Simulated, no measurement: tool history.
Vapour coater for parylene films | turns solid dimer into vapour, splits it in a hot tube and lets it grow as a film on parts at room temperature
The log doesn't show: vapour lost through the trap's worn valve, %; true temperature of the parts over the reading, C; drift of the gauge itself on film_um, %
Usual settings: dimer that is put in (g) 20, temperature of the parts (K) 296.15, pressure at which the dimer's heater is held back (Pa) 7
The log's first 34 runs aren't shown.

run,day,dimer that is put in (g),temperature of the parts (K),pressure at which the dimer's heater is held back (Pa),hours of work since the trap's valve was overhauled,hours of work since the table's thermometer was calibrated,thickness of the film (nm)
35,65.021,35,296.15,4.09,464,849,30160
36,67.367,20,297.15,7,510,896,15330
37,68.871,20,291.15,7,540,925,19000
38,71.171,15,291.15,7,585,971,14140
39,73.629,8,296.15,7,634,1019,6220
40,75.133,20,296.15,5.56,663,1049,16330
# day 76.512: trap's valve overhauled
41,78.012,29,291.15,2.32,30,1102,31910
42,79.754,29,291.15,2.32,64,1137,32330
43,82.058,14,298.15,7.1,109,1182,10160
44,83.388,23,294.15,7,136,1209,19420
# day 84.308: table's thermometer calibrated
45,84.779,23,294.15,7,162,9,19790
46,86.592,30,304.15,3.5,198,45,19640
47,88.25,30,304.15,3.5,231,78,19920

Forecast each of these 3 alternatives for the next run:
A,90.796,20,296.15,3.18,281,128,?
B,90.796,16,296.15,7,281,128,?
C,90.796,20,296.15,6.52,281,128,?

run,thickness of the film (nm)
A,18250
B,12430
C,16210
Without the tool's hidden state the same runs would have given:
run,thickness of the film (nm)
A,18310
B,12480
C,16270
